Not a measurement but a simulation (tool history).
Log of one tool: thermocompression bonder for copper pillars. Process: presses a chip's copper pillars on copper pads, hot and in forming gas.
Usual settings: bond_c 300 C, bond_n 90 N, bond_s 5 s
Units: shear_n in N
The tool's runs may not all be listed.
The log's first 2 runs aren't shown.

run   hour  bond_c  bond_n  bond_s  hours of work since the heater was calibrated  hours of work since the force cell was calibrated  hours of work since the gas filter was changed  shear_n
      52.6  -- forming gas filter changed
  3   62.5     300      90       5                                           1183                                                193                                               4     99.9
  4  105.4     300      90       5                                           1201                                                211                                              22      100
  5  131.1     300      90       5                                           1212                                                222                                              33    100.5
  6  166.3     300      90       5                                           1226                                                237                                              48    100.5
       171  -- heater calibrated with a thermocouple chip
  7  196.4     291      90       5                                             11                                                248                                              60     94.3
  8  227.5     300      77       5                                             24                                                261                                              73     95.4
  9  259.2     300      77       5                                             37                                                275                                              86     95.3
 10  291.9     300      77       5                                             51                                                289                                             100     95.3
 11  311.3     300      77       5                                             59                                                297                                             108     94.1
 12  356.7     295      90       5                                             78                                                316                                             127     97.4
 13  379.6     300      90      12                                             88                                                326                                             137    125.1
 14  413.2     300      90      12                                            102                                                340                                             151    126.1
     417.1  -- forming gas filter changed
 15  443.5     300      90      12                                            114                                                352                                              11    126.9
     451.7  -- heater calibrated with a thermocouple chip, once more
 16  491.5     300      92       5                                             17                                                372                                              30     98.5
 17  537.7     300      88       5                                             36                                                391                                              50     96.5
 18    565     300      88       5                                             48                                                402                                              61     95.6
 19    608     300      88       5                                             66                                                421                                              80     96.8
 20  640.1     300      90       5                                             79                                                434                                              93     96.7
 21  675.1     300      90       5                                             94                                                449                                             108     96.7
 22  720.3     300      90       5                                            113                                                468                                             127     96.7
 23  749.7     300     122      14                                            125                                                480                                             139    135.8
 24  773.3     300     122      14                                            135                                                490                                             149    135.2
     781.1  -- forming gas filter changed
 25  807.6     274     127       5                                            150                                                504                                              11       89
 26    847     274     127       5                                            166                                                521                                              28     88.6
 27  894.2     328      90       5                                            186                                                541                                              48    120.4

Forecast run 28:
 28  927.6     300      84       5                                            200                                                555                                              62        ?

Run 28 gave shear_n 95 N.
Without the tool's hidden state the same run would have given shear_n 94.2 N.

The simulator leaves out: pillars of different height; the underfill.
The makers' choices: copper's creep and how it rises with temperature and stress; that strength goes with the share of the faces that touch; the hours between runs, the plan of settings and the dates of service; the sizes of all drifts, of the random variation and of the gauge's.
